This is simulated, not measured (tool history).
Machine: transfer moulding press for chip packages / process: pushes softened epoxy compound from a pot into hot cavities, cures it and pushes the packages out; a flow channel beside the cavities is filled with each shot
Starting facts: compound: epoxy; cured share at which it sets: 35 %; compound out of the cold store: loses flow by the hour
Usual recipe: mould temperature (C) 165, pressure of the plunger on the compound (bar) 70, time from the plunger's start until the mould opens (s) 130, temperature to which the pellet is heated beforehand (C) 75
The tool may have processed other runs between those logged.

run     day  mould temperature (C)  pressure of the plunger on the compound (bar)  time from the plunger's start until the mould opens (s)  temperature to which the pellet is heated beforehand (C)  incoming compound's hours out of the cold store  length that the compound runs in the flow channel (mm)  greatest force on the pins that push the packages out (N)
  1       0                    165                                             70                                                      130                                                        75                                               16                                                     552                                                        268
  2   0.738                    165                                             70                                                      130                                                        75                                             26.9                                                     519                                                        283
  3   1.596                    165                                             70                                                      130                                                        79                                             39.2                                                     490                                                        285
      1.967  -- cavities cleaned with cleaning compound and waxed
  4   2.042                    165                                             70                                                      130                                                        79                                                9                                                     558                                                        214
  5   2.488                    165                                             70                                                      130                                                        79                                             28.8                                                     511                                                        230
  6   3.312                    165                                             70                                                      130                                                        79                                             11.9                                                     545                                                        264
      3.825  -- plunger's sealing rings changed
  7   3.958                    165                                             70                                                      130                                                        79                                             14.9                                                     585                                                        264
  8   4.771                    165                                             70                                                      130                                                        75                                               36                                                     530                                                        300
  9   5.275                    165                                             70                                                      130                                                        75                                             10.5                                                     584                                                        310
      5.475  -- cavities cleaned with cleaning compound and waxed
 10   5.892                    165                                             70                                                      130                                                        75                                             40.7                                                     508                                                        226
 11   6.688                    159                                             70                                                      130                                                        75                                             39.3                                                     533                                                        307
 12   7.508                    165                                             70                                                      130                                                        75                                             47.6                                                     499                                                        278
 13   7.912                    165                                             70                                                      130                                                        83                                             30.6                                                     545                                                        284
 14   8.775                    165                                             70                                                      130                                                        83                                             21.1                                                     547                                                        294
      8.875  -- cavities cleaned with cleaning compound and waxed
 15   9.254                    160                                           78.5                                                      130                                                        75                                             35.9                                                     561                                                        259
 16  10.154                    160                                           78.5                                                      130                                                        75                                             22.6                                                     588                                                        303
 17  10.617                    158                                             70                                                      159                                                        68                                              9.7                                                     598                                                        282
 18  11.171                    165                                             70                                                      139                                                        75                                               30                                                     532                                                        277
 19  11.804                    173                                           52.1                                                      112                                                        73                                             19.9                                                     450                                                        272
     12.288  -- cavities cleaned with cleaning compound and waxed
 20  12.738                    169                                             70                                                      130                                                        75                                             22.3                                                     533                                                        221
 21  13.271                    171                                           76.4                                                      144                                                        66                                             38.4                                                     518                                                        244
 22  13.708                    171                                           76.4                                                      144                                                        66                                             12.5                                                     565                                                        263
 23  14.612                    167                                           76.4                                                      137                                                        66                                             45.9                                                     502                                                        274
 24  15.171                    165                                           56.3                                                      130                                                        71                                             10.1                                                     502                                                        300
     15.483  -- mould's thermocouples calibrated
     15.775  -- cavities cleaned with cleaning compound and waxed
 25  16.112                    165                                           56.3                                                      130                                                        71                                             12.6                                                     497                                                        223
 26  16.838                    167                                           55.9                                                      133                                                        80                                             40.6                                                     434                                                        250
     17.679  -- plunger's sealing rings changed
 27  17.679                    167                                           55.9                                                      133                                                        80                                               22                                                     497                                                        268
 28  18.071                    158                                           55.9                                                      150                                                        65                                             16.7                                                     540                                                        313

Consider 4 possible next runs. They are alternatives, not a sequence: every one starts from the tool as it was left by run 28. What does each give?
  A  18.942                    158                                           55.1                                                      150                                                        65                                             29.8                                                       ?                                                          ?
  B  18.942                    164                                           69.2                                                      130                                                        75                                               45                                                       ?                                                          ?
  C  18.942                    165                                           73.4                                                      117                                                        75                                             40.6                                                       ?                                                          ?
  D  18.942                    165                                           85.6                                                      130                                                        75                                             13.4                                                       ?                                                          ?

run  length that the compound runs in the flow channel (mm)  greatest force on the pins that push the packages out (N)
  A                                                     500                                                        313
  B                                                     498                                                        304
  C                                                     537                                                        319
  D                                                     642                                                        301
With the hidden condition removed and each run's random variation left untouched, the same runs would have given:
run  length that the compound runs in the flow channel (mm)  greatest force on the pins that push the packages out (N)
  A                                                     505                                                        221
  B                                                     503                                                        215
  C                                                     542                                                        226
  D                                                     648                                                        212
